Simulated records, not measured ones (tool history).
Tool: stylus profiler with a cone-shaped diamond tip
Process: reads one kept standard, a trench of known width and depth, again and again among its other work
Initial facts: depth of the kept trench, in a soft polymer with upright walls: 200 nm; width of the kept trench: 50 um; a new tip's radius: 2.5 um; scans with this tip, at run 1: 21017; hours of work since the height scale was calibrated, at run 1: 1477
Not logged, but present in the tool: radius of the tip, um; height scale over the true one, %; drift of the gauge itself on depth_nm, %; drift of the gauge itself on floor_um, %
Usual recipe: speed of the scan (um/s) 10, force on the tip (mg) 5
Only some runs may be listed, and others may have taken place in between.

run,day,speed of the scan (um/s),force on the tip (mg),scans with this tip,hours of work since the height scale was calibrated,depth of the trench (Å),width of the trench's floor (um)
1,0,10,5,21017,1477,2053.6,47.97
2,3.675,10,5,21655,1522,2052.8,48.02
3,5.821,10,5,22028,1549,2053.3,47.99
4,8.062,10,5,22418,1576,2052.5,48.01
5,10.633,10,5,22865,1607,2052.9,48
6,14.158,10,5,23478,1650,2053.6,47.97
7,16.162,10,5,23826,1675,2052.8,47.98
8,17.762,19,5,24104,1694,2052.9,47.99
9,19.846,19,5,24466,1720,2052.3,47.97
# day 20.7: height scale calibrated on a step standard
10,23.692,19,5,25131,37,2052.3,47.99
11,25.65,19,5,25471,61,2054,47.96
12,29.321,19,5,26109,105,2053.6,48.02
13,31.838,16,5,26546,136,2054,47.96
14,34.746,16,11.95,27052,172,2095.8,48.02
15,36.783,16,11.95,27406,197,2094.5,47.99
16,38.85,16,11.95,27766,222,2095.6,47.94
17,41.471,16,11.95,28221,254,2095.4,47.99
18,43.896,16,11.95,28642,283,2095.8,47.98
19,46.933,16,11.95,29170,321,2094.5,48
20,49.938,16,11.95,29693,357,2096,48.01
21,53.571,14,5,30324,402,2052.8,47.99
22,56.8,14,5,30885,441,2053.6,48.01
23,59.312,10,5,31322,472,2053.2,47.97
24,62.046,10,3.08,31797,505,2038.8,48.03
25,64.754,10,3.08,32268,538,2037.7,47.98
26,67.804,3,2.18,32798,576,2031.8,48.01
27,69.483,14,2.18,33090,596,2030.7,48
28,71.542,3,6.36,33447,621,2062.7,47.99

Forecast run 29:
29,74.775,6,11.26,34009,661,?,?

depth of the trench (Å): 2090.2
width of the trench's floor (um): 47.98
With the hidden condition absent and the run-to-run variation left alone, this run would have shown depth of the trench (Å) 2090.2, width of the trench's floor (um) 48.01.
